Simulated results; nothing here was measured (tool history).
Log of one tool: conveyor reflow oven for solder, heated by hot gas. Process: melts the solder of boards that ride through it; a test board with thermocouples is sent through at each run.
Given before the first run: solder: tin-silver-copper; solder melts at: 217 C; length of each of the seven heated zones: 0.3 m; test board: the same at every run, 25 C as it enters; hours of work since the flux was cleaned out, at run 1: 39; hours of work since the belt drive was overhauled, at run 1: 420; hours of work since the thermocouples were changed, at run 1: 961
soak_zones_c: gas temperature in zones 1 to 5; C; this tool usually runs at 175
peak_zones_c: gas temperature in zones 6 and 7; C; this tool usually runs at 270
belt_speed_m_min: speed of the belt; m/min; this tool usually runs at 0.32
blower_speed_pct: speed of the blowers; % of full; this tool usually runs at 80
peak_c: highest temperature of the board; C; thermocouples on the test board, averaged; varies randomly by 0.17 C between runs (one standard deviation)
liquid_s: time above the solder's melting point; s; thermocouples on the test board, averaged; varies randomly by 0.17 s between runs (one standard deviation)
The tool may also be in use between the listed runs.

| run | day | soak_zones_c | peak_zones_c | belt_speed_m_min | blower_speed_pct | hours of work since the flux was cleaned out | hours of work since the belt drive was overhauled | hours of work since the thermocouples were changed | peak_c | liquid_s |
|---|---|---|---|---|---|---|---|---|---|---|
| 1 | 0 | 175 | 270 | 0.32 | 80 | 39 | 420 | 961 | 258.2 | 93.7 |
| 2 | 1.742 | 175 | 270 | 0.32 | 80 | 61 | 443 | 983 | 258.2 | 93.5 |
| 3 | 3.671 | 175 | 270 | 0.351 | 80 | 86 | 467 | 1008 | 255.5 | 82.8 |
| 4 | 5.125 | 175 | 270 | 0.351 | 80 | 105 | 486 | 1027 | 255.6 | 82.8 |
| 5 | 6.108 | 175 | 270 | 0.351 | 80 | 117 | 499 | 1039 | 255.7 | 82.5 |
| 6 | 8.183 | 175 | 270 | 0.351 | 80 | 144 | 525 | 1066 | 255.2 | 82.6 |
| 7 | 9.479 | 175 | 270 | 0.351 | 80 | 160 | 542 | 1083 | 254.9 | 82.5 |
|  | 10.658 | thermocouples of zones 6 and 7 changed |
| 8 | 10.696 | 175 | 270 | 0.32 | 80 | 175 | 557 | 0 | 260.5 | 95.9 |
|  | 12.512 | flux residue cleaned out of gas plates and filters |
| 9 | 13.012 | 175 | 270 | 0.32 | 80 | 6 | 584 | 28 | 261.4 | 96.4 |
| 10 | 14.908 | 175 | 270 | 0.32 | 54 | 31 | 608 | 52 | 256.2 | 90.9 |
| 11 | 16.938 | 175 | 270 | 0.32 | 54 | 57 | 634 | 78 | 255.8 | 90.9 |
| 12 | 18.804 | 175 | 269 | 0.32 | 80 | 81 | 658 | 102 | 259.7 | 95.8 |
| 13 | 20.633 | 175 | 269 | 0.32 | 80 | 104 | 681 | 125 | 259.4 | 95.5 |
| 14 | 22.067 | 175 | 269 | 0.32 | 80 | 123 | 700 | 144 | 259.4 | 95.3 |
| 15 | 23.929 | 167 | 269 | 0.32 | 80 | 146 | 724 | 168 | 258.4 | 90.8 |
| 16 | 25.671 | 176 | 263 | 0.283 | 80 | 169 | 746 | 190 | 256.3 | 107.2 |

The next listed run, before its measurement:
| 17 | 27.242 | 176 | 263 | 0.283 | 88 | 189 | 766 | 210 | ? | ? |

{"run 17": {"peak_c": 256.6, "liquid_s": 108.1}}
If the tool had no hidden condition, the same run with the same run-to-run variation would have returned peak_c 257.3 C, liquid_s 107 s.

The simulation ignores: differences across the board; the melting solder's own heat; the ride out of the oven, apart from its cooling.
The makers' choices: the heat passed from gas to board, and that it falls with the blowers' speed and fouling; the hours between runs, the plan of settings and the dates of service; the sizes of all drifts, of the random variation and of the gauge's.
